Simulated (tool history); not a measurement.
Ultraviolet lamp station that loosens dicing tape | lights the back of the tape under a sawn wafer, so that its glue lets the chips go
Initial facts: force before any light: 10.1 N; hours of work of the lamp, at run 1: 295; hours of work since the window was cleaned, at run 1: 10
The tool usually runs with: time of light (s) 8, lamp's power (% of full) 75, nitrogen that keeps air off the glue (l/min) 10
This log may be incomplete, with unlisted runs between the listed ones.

run   hour  time of light (s)  lamp's power (% of full)  nitrogen that keeps air off the glue (l/min)  hours of work of the lamp  hours of work since the window was cleaned  force that peels the tape off (N)  light that reached the tape (J/m2)
  1      0                  8                        75                                            10                        295                                          10                              1.581                                4850
  2   18.6                  8                        75                                            10                        305                                          21                              1.627                                4790
  3   34.3                  8                        75                                            10                        314                                          30                              1.633                                4800
  4     53                  8                        75                                             5                        325                                          41                              2.416                                4670
  5   71.4                  8                        75                                            10                        336                                          51                              1.692                                4660
  6   84.1                  8                        75                                            10                        343                                          59                              1.583                                4660
  7   94.6                  8                        75                                            15                        349                                          65                               1.41                                4600
  8    107                  8                        75                                            15                        356                                          72                              1.412                                4640
  9  126.9                  8                        75                                            15                        368                                          83                                1.4                                4560
 10  137.8                  8                        75                                            16                        374                                          90                               1.42                                4620
 11  151.9                  8                        75                                             5                        382                                          98                              2.401                                4590
 12  161.1                  8                        75                                             5                        388                                         103                               2.51                                4580
 13  176.9                  8                        75                                             5                        397                                         112                               2.55                                4410
 14  196.7                  8                        75                                             5                        408                                         124                              2.543                                4470
 15  207.8                  8                        75                                             5                        415                                         130                              2.467                                4490
 16  226.5                  8                        76                                             5                        425                                         141                              2.547                                4500
 17  235.2                  8                        76                                             5                        430                                         146                               2.43                                4460
 18  253.7                  8                        76                                             5                        441                                         156                              2.535                                4390
 19  268.6                  8                        76                                             5                        450                                         165                              2.737                                4400
 20  286.1                  4                        75                                            10                        460                                         175                              4.327                                2170
       288  -- window cleaned of glue's vapour
 21  295.6                  4                        75                                            10                        465                                           4                              4.207                                2150
 22  314.2                  8                        64                                            10                        476                                          15                              2.375                                3630
 23  324.9                 13                        94                                            16                        482                                          21                              0.397                                8660
 24    336                 13                        94                                            16                        488                                          28                              0.406                                8630
 25  348.2                 12                        60                                            12                        495                                          35                              1.369                                4970
 26  360.5                 11                        71                                            12                        502                                          42                              1.196                                5410
 27  376.1                 11                        71                                            12                        511                                          51                              1.162                                5400
 28  390.6                  5                        81                                             6                        520                                          59                              3.972                                2800
 29  399.9                  5                        81                                             6                        525                                          65                              3.954                                2760
     406.8  -- window cleaned of glue's vapour, once more
 30  409.7                  5                        81                                             6                        531                                           2                              3.574                                3120
 31  421.5                  5                        81                                             6                        537                                           8                              3.607                                3120
 32    434                  8                        75                                            14                        545                                          16                              1.462                                4570
 33  446.5                  8                        75                                            14                        552                                          23                               1.47                                4550
 34    463                  8                        67                                            18                        561                                          32                              1.698                                4040
 35  475.3                  7                        97                                             6                        568                                          39                              1.973                                5130
 36  490.2                 12                        72                                            10                        577                                          48                              0.909                                6480
 37    499                  8                        75                                             3                        582                                          53                              3.198                                4470
 38  509.5                  4                        86                                             3                        588                                          59                              5.203                                2590
 39  523.2                 12                        75                                            12                        596                                          67                              0.794                                6600
 40  540.2                 14                        78                                            19                        606                                          77                              0.404                                8010
 41  556.9                  7                        89                                             9                        615                                          87                              1.796                                4540
 42  573.3                  8                        75                                             4                        625                                          96                              2.927                                4400
 43  590.6                  8                        76                                            10                        635                                         106                               1.92                                4360

Forecast each of these 3 alternatives for the next run:
  A  606.1                  6                        66                                            10                        644                                         115                                  ?                                   ?
  B  606.1                  7                        75                                            12                        644                                         115                                  ?                                   ?
  C  606.1                  9                        68                                             4                        644                                         115                                  ?                                   ?

run  force that peels the tape off (N)  light that reached the tape (J/m2)
  A                              3.307                                2850
  B                              2.201                                3730
  C                               2.97                                4400
What these runs would have given with no unlogged condition in the tool:
run  force that peels the tape off (N)  light that reached the tape (J/m2)
  A                              2.647                                3440
  B                              1.634                                4520
  C                              2.314                                5300
